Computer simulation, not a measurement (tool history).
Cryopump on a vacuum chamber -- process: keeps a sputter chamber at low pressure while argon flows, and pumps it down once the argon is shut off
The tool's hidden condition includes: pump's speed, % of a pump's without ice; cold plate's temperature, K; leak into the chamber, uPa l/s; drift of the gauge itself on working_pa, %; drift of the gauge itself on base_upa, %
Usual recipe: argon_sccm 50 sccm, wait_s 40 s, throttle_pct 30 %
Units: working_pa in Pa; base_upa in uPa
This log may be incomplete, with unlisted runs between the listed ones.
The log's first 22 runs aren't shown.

run	hour	argon_sccm	wait_s	throttle_pct	hours of work since the pump was warmed up and emptied	hours of work since the cold head was overhauled	hours of work since the chamber's fittings were tightened	working_pa	base_upa
23	1400.6	25	251	17	624	1297	1297	0.145	1.14
# hour 1464: pump warmed up, emptied and cooled again
24	1492.1	21	40	53	23	1369	1369	0.038	2.36
25	1560.8	30	201	52	81	1426	1426	0.054	1.02
26	1617.3	30	201	26	128	1473	1473	0.108	1.09
27	1676.2	20	28	20	177	1522	1522	0.094	3.26
# hour 1700: leaking fittings of the chamber tightened, without venting
28	1725	68	36	35	215	1561	21	0.186	2.07
29	1783.4	45	89	22	264	1609	69	0.1936	0.97
30	1833.1	50	40	22	305	1651	111	0.2162	1.92
31	1917.5	42	40	47	376	1721	181	0.0895	1.96
32	1967.9	24	89	26	417	1763	223	0.0903	1.09
33	2054.1	53	65	19	489	1834	294	0.269	1.37
34	2133.8	76	40	32	555	1901	361	0.2442	2.03

What if the next run were any one of these 3? Each begins from the tool's condition after run 34:
A	2214.8	33	206	20	623	1968	428	?	?
B	2214.8	22	40	59	623	1968	428	?	?
C	2214.8	25	40	20	623	1968	428	?	?

run	working_pa	base_upa
A	0.1642	0.79
B	0.0416	2.18
C	0.1243	2.13
Without the tool's hidden state the same runs would have given:
run	working_pa	base_upa
A	0.1522	0.5
B	0.0337	1.89
C	0.1153	1.85
